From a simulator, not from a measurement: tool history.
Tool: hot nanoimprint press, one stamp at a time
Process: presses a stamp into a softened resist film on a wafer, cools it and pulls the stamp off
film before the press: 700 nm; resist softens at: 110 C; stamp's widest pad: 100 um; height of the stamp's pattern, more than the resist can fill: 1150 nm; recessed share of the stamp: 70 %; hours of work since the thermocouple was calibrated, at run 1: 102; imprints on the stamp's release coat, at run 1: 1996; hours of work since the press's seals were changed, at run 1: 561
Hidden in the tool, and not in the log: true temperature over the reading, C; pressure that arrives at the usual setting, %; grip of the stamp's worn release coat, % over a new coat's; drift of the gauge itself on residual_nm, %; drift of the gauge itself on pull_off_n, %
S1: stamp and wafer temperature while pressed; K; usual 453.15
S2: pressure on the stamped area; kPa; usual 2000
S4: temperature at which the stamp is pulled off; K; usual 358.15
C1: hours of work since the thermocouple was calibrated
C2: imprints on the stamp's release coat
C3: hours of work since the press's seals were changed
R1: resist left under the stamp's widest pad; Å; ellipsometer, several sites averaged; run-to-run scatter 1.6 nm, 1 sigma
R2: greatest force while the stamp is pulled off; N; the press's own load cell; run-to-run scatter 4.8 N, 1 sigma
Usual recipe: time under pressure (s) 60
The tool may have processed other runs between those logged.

run 1 day=0 | S1=453.15 S2=2000 time_under_pressure_(s)=60 S4=358.15 | C1=102 C2=1996 C3=561 | R1=3006 R2=301
run 2 day=0.962 | S1=453.15 S2=2000 time_under_pressure_(s)=60 S4=358.15 | C1=115 C2=2093 C3=574 | R1=3017 R2=298
run 3 day=1.842 | S1=453.15 S2=2000 time_under_pressure_(s)=60 S4=358.15 | C1=126 C2=2182 C3=586 | R1=3014 R2=295
run 4 day=3.138 | S1=453.15 S2=2000 time_under_pressure_(s)=60 S4=358.15 | C1=144 C2=2313 C3=603 | R1=2991 R2=303
-- day=3.525 stamp cleaned and given a new release coat
run 5 day=4.733 | S1=453.15 S2=2000 time_under_pressure_(s)=55 S4=358.15 | C1=161 C2=122 C3=621 | R1=3092 R2=241
run 6 day=5.971 | S1=453.15 S2=2000 time_under_pressure_(s)=55 S4=358.15 | C1=178 C2=247 C3=637 | R1=3098 R2=243
run 7 day=7.704 | S1=444.15 S2=2000 time_under_pressure_(s)=55 S4=358.15 | C1=201 C2=421 C3=660 | R1=4486 R2=255
run 8 day=9.412 | S1=453.15 S2=2000 time_under_pressure_(s)=60 S4=358.15 | C1=224 C2=594 C3=683 | R1=2992 R2=247
run 9 day=11.004 | S1=453.15 S2=1320 time_under_pressure_(s)=60 S4=358.15 | C1=245 C2=755 C3=704 | R1=3609 R2=255
run 10 day=12.458 | S1=453.15 S2=1320 time_under_pressure_(s)=60 S4=358.15 | C1=264 C2=901 C3=723 | R1=3587 R2=264
-- day=13.846 plate thermocouple calibrated
run 11 day=14.158 | S1=453.15 S2=1320 time_under_pressure_(s)=60 S4=358.15 | C1=4 C2=1060 C3=744 | R1=3549 R2=254
run 12 day=15.896 | S1=464.15 S2=1380 time_under_pressure_(s)=95 S4=352.15 | C1=27 C2=1236 C3=767 | R1=1821 R2=306
run 13 day=17.038 | S1=458.15 S2=2000 time_under_pressure_(s)=101 S4=358.15 | C1=42 C2=1351 C3=782 | R1=1883 R2=272
-- day=18.242 plate thermocouple calibrated, once more
run 14 day=18.279 | S1=458.15 S2=2000 time_under_pressure_(s)=31 S4=355.15 | C1=1 C2=1464 C3=797 | R1=3145 R2=311
run 15 day=19.408 | S1=458.15 S2=2000 time_under_pressure_(s)=31 S4=355.15 | C1=15 C2=1578 C3=812 | R1=3180 R2=297
run 16 day=20.942 | S1=453.15 S2=2000 time_under_pressure_(s)=36 S4=358.15 | C1=36 C2=1732 C3=832 | R1=3660 R2=283
run 17 day=22.133 | S1=451.15 S2=1220 time_under_pressure_(s)=60 S4=358.15 | C1=52 C2=1853 C3=848 | R1=4100 R2=291
run 18 day=23.225 | S1=451.15 S2=1220 time_under_pressure_(s)=60 S4=358.15 | C1=66 C2=1963 C3=863 | R1=4105 R2=295
run 19 day=24.546 | S1=451.15 S2=1220 time_under_pressure_(s)=60 S4=358.15 | C1=84 C2=2096 C3=880 | R1=4073 R2=295
run 20 day=26.325 | S1=453.15 S2=2000 time_under_pressure_(s)=47 S4=357.15 | C1=107 C2=2276 C3=904 | R1=3313 R2=307
-- day=27.121 stamp cleaned and given a new release coat
run 21 day=27.904 | S1=453.15 S2=2000 time_under_pressure_(s)=47 S4=357.15 | C1=125 C2=79 C3=921 | R1=3335 R2=248
run 22 day=29.138 | S1=453.15 S2=2280 time_under_pressure_(s)=60 S4=358.15 | C1=141 C2=204 C3=938 | R1=2851 R2=249

5 options for the next run, each taken on its own from the tool as it stands now. Forecast them:
run A day=30.9 | S1=453.15 S2=2340 time_under_pressure_(s)=68 S4=361.15 | C1=165 C2=382 C3=961 | R1=? R2=?
run B day=30.9 | S1=442.15 S2=2000 time_under_pressure_(s)=84 S4=358.15 | C1=165 C2=382 C3=961 | R1=? R2=?
run C day=30.9 | S1=453.15 S2=1350 time_under_pressure_(s)=60 S4=345.15 | C1=165 C2=382 C3=961 | R1=? R2=?
run D day=30.9 | S1=451.15 S2=3120 time_under_pressure_(s)=60 S4=366.15 | C1=165 C2=382 C3=961 | R1=? R2=?
run E day=30.9 | S1=453.15 S2=2020 time_under_pressure_(s)=34 S4=351.15 | C1=165 C2=382 C3=961 | R1=? R2=?

run=A R1=2637 R2=228
run=B R1=4293 R2=247
run=C R1=3584 R2=333
run=D R1=2668 R2=192
run=E R1=3641 R2=288
The same runs, with their run-to-run variation unchanged, on a tool lacking any hidden condition would have given:
run=A R1=2601 R2=220
run=B R1=4270 R2=238
run=C R1=3579 R2=321
run=D R1=2606 R2=185
run=E R1=3610 R2=278
